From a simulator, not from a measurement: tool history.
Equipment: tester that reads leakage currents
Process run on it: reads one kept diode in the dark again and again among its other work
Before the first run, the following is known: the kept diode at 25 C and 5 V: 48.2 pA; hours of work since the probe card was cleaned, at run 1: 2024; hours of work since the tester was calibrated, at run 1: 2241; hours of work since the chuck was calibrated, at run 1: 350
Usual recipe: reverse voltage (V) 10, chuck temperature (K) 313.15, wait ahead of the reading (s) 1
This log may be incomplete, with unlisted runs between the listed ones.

run	day	reverse voltage (V)	chuck temperature (K)	wait ahead of the reading (s)	hours of work since the probe card was cleaned	hours of work since the tester was calibrated	hours of work since the chuck was calibrated	current that the tester gives (pA)
1	0	10	313.15	1	2024	2241	350	235.47
2	6.354	10	313.15	0.31	2105	2322	430	232.11
3	9.762	10	299.15	0.31	2148	2365	474	69.96
4	13.996	10	299.15	0.31	2202	2419	527	68.64
# day 14.612: chuck's temperature calibrated
5	16.933	10	299.15	0.31	2238	2455	29	83.16
6	20.067	10	299.15	0.31	2278	2495	69	82.91
7	24.971	10	299.15	0.31	2340	2557	132	81.21
8	31.05	10	299.15	0.31	2417	2634	209	78.93
9	35.825	10	313.15	8.92	2478	2695	269	249.27
10	40.004	10	313.15	8.92	2531	2748	323	242.97
11	44.096	10	313.15	8.92	2583	2800	375	238.77
12	48.054	2.1	313.15	1	2634	2850	425	117.46
13	53.879	2.1	313.15	1	2708	2924	499	113.09
# day 56.933: chuck's temperature calibrated
14	57.329	2.1	313.15	1	2750	2967	5	138.89
15	60.154	2.1	313.15	1	2786	3003	41	137.53
16	65.371	15.9	313.15	6.87	2852	3069	107	330.03
17	71.538	16.5	313.15	1.61	2931	3148	185	329.51
18	76.704	16.5	311.15	1.2	2996	3213	251	273.45
19	83.079	11.8	313.15	0.65	3077	3294	332	270.13
20	86.25	2.3	332.15	6.82	3118	3335	372	613.92
21	88.992	2.3	332.15	6.82	3152	3369	407	602.36
22	95.392	2.5	313.15	7.3	3234	3451	489	124.87
# day 99.471: chuck's temperature calibrated
23	99.471	10	310.15	1	3285	3501	0	214.95
24	105.046	10	325.15	0.87	3355	3572	71	729.55
# day 105.467: tester calibrated
25	109.821	1.2	325.15	9.24	3415	55	130	280.37
26	114.158	1.2	325.15	9.24	3470	110	186	273.44
27	118.579	1.2	325.15	9.24	3526	167	242	267.87

Branching from run 27: 5 alternative next runs. What would each branch give?
A	122.725	12.1	305.15	0.88	3579	219	294	?
B	122.725	10	313.15	0.33	3579	219	294	?
C	122.725	1.7	313.15	0.79	3579	219	294	?
D	122.725	4.3	330.15	1	3579	219	294	?
E	122.725	4.6	313.15	1	3579	219	294	?

run	current that the tester gives (pA)
A	139.94
B	249.98
C	110.88
D	687.08
E	173.76
What these runs would have given with no unlogged condition in the tool:
run	current that the tester gives (pA)
A	138.87
B	264.9
C	121.99
D	756.82
E	188.07
